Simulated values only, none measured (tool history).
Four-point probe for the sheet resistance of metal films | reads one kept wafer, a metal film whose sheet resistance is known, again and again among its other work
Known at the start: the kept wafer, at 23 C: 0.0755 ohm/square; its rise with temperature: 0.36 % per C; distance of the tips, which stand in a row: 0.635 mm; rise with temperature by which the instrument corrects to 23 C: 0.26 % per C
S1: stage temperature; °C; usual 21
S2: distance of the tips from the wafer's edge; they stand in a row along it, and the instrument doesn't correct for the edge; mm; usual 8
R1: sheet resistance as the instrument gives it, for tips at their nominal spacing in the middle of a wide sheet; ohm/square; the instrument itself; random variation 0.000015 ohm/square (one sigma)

| run | hour | S1 | S2 | R1 |
|---|---|---|---|---|
| 1 | 0.0 | 21 | 8 | 0.075645 |
| 2 | 26.1 | 21 | 8 | 0.075625 |
| 3 | 41.4 | 21 | 8 | 0.075612 |
| 4 | 71.2 | 28 | 8 | 0.076133 |
| 5 | 96.1 | 22 | 8 | 0.075677 |
| 6 | 117.9 | 22 | 35 | 0.075433 |
| 7 | 140.9 | 22 | 3 | 0.077177 |
| 8 | 160.0 | 22 | 3 | 0.077184 |
| 9 | 174.0 | 19 | 8 | 0.075505 |
| 10 | 200.0 | 19 | 8 | 0.075468 |
| 11 | 220.8 | 19 | 8 | 0.075477 |
| 12 | 239.0 | 19 | 8 | 0.075447 |
| 13 | 260.4 | 21 | 21 | 0.075397 |
| 14 | 277.5 | 27 | 65 | 0.075760 |
| 15 | 305.0 | 27 | 11 | 0.075912 |
| 16 | 324.9 | 27 | 8 | 0.076033 |
| 17 | 353.2 | 27 | 29 | 0.075757 |
| 18 | 367.6 | 25 | 20 | 0.075690 |
| 19 | 390.1 | 27 | 14 | 0.075846 |
| 20 | 420.4 | 27 | 14 | 0.075849 |
| 21 | 443.5 | 22 | 11 | 0.075577 |

5 ways to go on from here, each from the tool as it stands after run 21. What would each give?
| A | 460.9 | 22 | 18 | ? |
| B | 460.9 | 28 | 4 | ? |
| C | 460.9 | 26 | 4 | ? |
| D | 460.9 | 19 | 49 | ? |
| E | 460.9 | 21 | 7 | ? |

| run | R1 |
|---|---|
| A | 0.075492 |
| B | 0.076862 |
| C | 0.076750 |
| D | 0.075227 |
| E | 0.075697 |
Without the tool's hidden state the same runs would have given:
| run | R1 |
|---|---|
| A | 0.075495 |
| B | 0.076865 |
| C | 0.076753 |
| D | 0.075229 |
| E | 0.075700 |
